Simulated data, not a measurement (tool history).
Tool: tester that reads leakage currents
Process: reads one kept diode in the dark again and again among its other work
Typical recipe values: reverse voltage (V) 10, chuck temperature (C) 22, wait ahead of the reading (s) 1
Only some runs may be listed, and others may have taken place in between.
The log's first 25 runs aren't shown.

run     day  reverse voltage (V)  chuck temperature (C)  wait ahead of the reading (s)  hours of work since the probe card was cleaned  hours of work since the tester was calibrated  hours of work since the chuck was calibrated  current that the tester gives (pA)
 26  41.188                   10                     32                              1                                             652                                           1289                                           714                              189.45
 27  43.379                  2.1                     22                              1                                             685                                           1322                                           747                               43.35
 28  44.879                  2.2                     48                           0.46                                             707                                           1344                                           769                              438.67
 29  46.375                    6                     35                           1.76                                             729                                           1366                                           791                               206.1
 30  47.667                    6                     35                           1.76                                             748                                           1385                                           810                              206.08
 31  48.604                  3.4                     22                           4.65                                             762                                           1399                                           824                               50.45
     49.292  -- chuck's temperature calibrated
 32  50.525                  3.4                     22                           8.49                                             789                                           1426                                            18                               50.48
 33  51.988                 10.9                     39                           0.49                                             811                                           1447                                            40                              364.49
 34  53.417                 10.9                     39                           0.49                                             832                                           1468                                            61                              363.42
 35  55.204                 10.9                     39                           0.49                                             858                                           1495                                            87                              365.36
 36  56.717                 16.7                     24                              1                                             880                                           1517                                           110                              110.36
 37  57.892                  1.7                     58                              1                                             898                                           1535                                           127                              895.83
 38  59.542                 15.7                     37                           5.06                                             922                                           1559                                           151                              341.37
 39  61.358                  5.4                     37                           0.48                                             949                                           1586                                           178                              239.04

What if the next run were any one of these 5? Each begins from the tool's condition after run 39:
  A  62.312                 10.2                     31                           1.49                                             963                                           1600                                           192                                   ?
  B  62.312                   10                     52                           0.74                                             963                                           1600                                           192                                   ?
  C  62.312                  7.6                     28                           1.16                                             963                                           1600                                           192                                   ?
  D  62.312                   10                     24                           0.64                                             963                                           1600                                           192                                   ?
  E  62.312                  4.3                     23                           0.44                                             963                                           1600                                           192                                   ?

run  current that the tester gives (pA)
  A                              174.41
  B                              1031.8
  C                              119.41
  D                               93.11
  E                               62.69
Without the tool's unlogged condition, the same runs would have read:
run  current that the tester gives (pA)
  A                              174.35
  B                             1031.87
  C                              119.37
  D                               93.03
  E                               62.66

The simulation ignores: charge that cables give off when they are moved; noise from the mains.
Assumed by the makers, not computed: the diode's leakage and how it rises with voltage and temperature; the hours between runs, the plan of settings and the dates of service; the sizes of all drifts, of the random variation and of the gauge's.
